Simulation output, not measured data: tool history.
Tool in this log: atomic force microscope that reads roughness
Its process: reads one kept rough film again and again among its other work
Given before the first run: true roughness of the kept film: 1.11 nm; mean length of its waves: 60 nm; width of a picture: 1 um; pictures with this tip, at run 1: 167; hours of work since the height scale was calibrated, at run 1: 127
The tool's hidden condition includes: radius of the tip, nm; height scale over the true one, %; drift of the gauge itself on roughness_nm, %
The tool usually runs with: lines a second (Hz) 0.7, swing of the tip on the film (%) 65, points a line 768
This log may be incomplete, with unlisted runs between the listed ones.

run	hour	lines a second (Hz)	swing of the tip on the film (%)	points a line	pictures with this tip	hours of work since the height scale was calibrated	roughness of the kept film (nm (root mean square))
1	0	0.7	65	768	167	127	1.076
2	19.9	0.7	65	768	191	136	1.075
3	49.5	0.635	65	768	227	150	1.078
4	73.1	0.635	65	272	255	160	1.07
5	111.1	0.635	65	272	300	178	1.066
6	145.2	0.635	65	272	341	193	1.06
# hour 163.4: new tip fitted
7	181.4	0.635	65	272	22	209	1.085
8	200	0.7	65	768	44	218	1.088
9	220.1	0.7	65	768	68	227	1.087
10	259.7	0.7	65	768	116	245	1.085
11	288.8	0.7	65	768	150	258	1.08
12	312.3	0.7	87	768	179	269	1.059
13	343.3	0.7	87	768	216	283	1.053
14	369	0.7	87	768	247	295	1.05
15	401.5	0.7	65	768	286	310	1.068
16	431.5	0.7	65	890	321	323	1.065
# hour 463.8: new tip fitted
17	475.5	0.7	65	890	14	343	1.084
18	496.5	0.7	65	890	40	353	1.086
19	520.2	0.7	65	890	68	363	1.083
20	554.8	0.7	65	890	109	379	1.072
21	574.9	0.7	65	890	134	388	1.077
22	619.5	0.7	65	890	187	409	1.067
23	647.1	0.7	65	890	220	421	1.067
24	686.7	0.7	65	922	267	439	1.065
25	710.3	0.7	65	494	296	450	1.063
26	746.4	1.688	80	768	339	466	1.026
# hour 765: new tip fitted
27	788.6	2.65	67	1022	28	485	1.041
28	827.8	3.962	67	315	75	503	1.024
29	858.3	3.962	67	315	111	517	1.018
30	878.8	1.357	69	281	136	526	1.046
31	914.5	0.879	55	367	179	543	1.082
32	958.6	0.879	55	367	232	563	1.065
33	1000	0.879	57	772	281	581	1.064
34	1022.6	0.7	89	768	308	592	1.037
35	1060.9	0.7	89	768	354	609	1.04
# hour 1068.5: new tip fitted
36	1101.1	2.884	81	662	39	627	0.99
37	1120.5	2.884	81	662	62	636	0.99
38	1157.6	2.268	69	416	106	653	1.035
39	1190.2	1.344	81	492	145	668	1.039
40	1234.8	1.344	81	492	199	688	1.02
41	1277	1.155	79	768	249	707	1.042
42	1318.4	1.155	79	768	299	726	1.037

Run 43 is up next; what results do you expect?
43	1356.4	0.97	79	494	344	743	?

roughness of the kept film (nm (root mean square)): 1.035
Without the tool's hidden state the same run would have given roughness of the kept film (nm (root mean square)) 1.064.

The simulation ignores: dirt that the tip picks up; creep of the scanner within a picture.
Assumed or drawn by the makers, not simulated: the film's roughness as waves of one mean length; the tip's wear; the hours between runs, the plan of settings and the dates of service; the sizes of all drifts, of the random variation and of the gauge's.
